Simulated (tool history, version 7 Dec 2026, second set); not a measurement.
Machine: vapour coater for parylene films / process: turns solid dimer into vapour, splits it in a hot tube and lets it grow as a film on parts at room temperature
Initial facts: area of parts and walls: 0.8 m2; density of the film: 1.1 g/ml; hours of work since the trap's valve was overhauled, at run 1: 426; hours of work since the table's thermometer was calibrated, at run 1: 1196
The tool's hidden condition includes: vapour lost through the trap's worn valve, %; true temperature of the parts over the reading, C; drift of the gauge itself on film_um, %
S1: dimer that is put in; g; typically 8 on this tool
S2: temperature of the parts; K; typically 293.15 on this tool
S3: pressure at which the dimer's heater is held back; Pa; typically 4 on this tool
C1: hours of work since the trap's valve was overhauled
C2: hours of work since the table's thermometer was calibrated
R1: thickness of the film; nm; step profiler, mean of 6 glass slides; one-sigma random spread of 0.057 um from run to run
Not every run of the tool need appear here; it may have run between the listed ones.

run   hour  S1      S2    S3   C1    C2    R1
  1      0   8  293.15     4  426  1196  6420
  2   45.7   8  293.15     4  465  1236  6370
  3   78.1   8  293.15     4  494  1264  6420
      94.1  -- trap's valve overhauled
  4  118.5   8  293.15     4   21  1296  6880
  5  143.6   8  293.15     4   43  1318  6840
  6    192   8  293.15  9.09   85  1360  6180
  7  237.7   7  289.15     4  125  1400  6800
  8  266.1   8  305.15  6.79  150  1425  3960
  9    309   8  293.15  5.26  188  1462  6500
 10  350.2   3  297.15  8.74  224  1498  1950
 11  379.4   3  297.15  8.74  249  1524  1940

Branching from run 11: 4 alternative next runs. What would each branch give?
  A  425.7   3  293.15     4  289  1564   ?
  B  425.7   3  297.15  3.88  289  1564   ?
  C  425.7   4  293.15  3.32  289  1564   ?
  D  425.7   5  297.15  8.74  289  1564   ?

run    R1
  A  2500
  B  2090
  C  3310
  D  3320
The same runs, with their run-to-run variation unchanged, on a tool lacking any hidden condition would have given:
run    R1
  A  2530
  B  2130
  C  3370
  D  3370

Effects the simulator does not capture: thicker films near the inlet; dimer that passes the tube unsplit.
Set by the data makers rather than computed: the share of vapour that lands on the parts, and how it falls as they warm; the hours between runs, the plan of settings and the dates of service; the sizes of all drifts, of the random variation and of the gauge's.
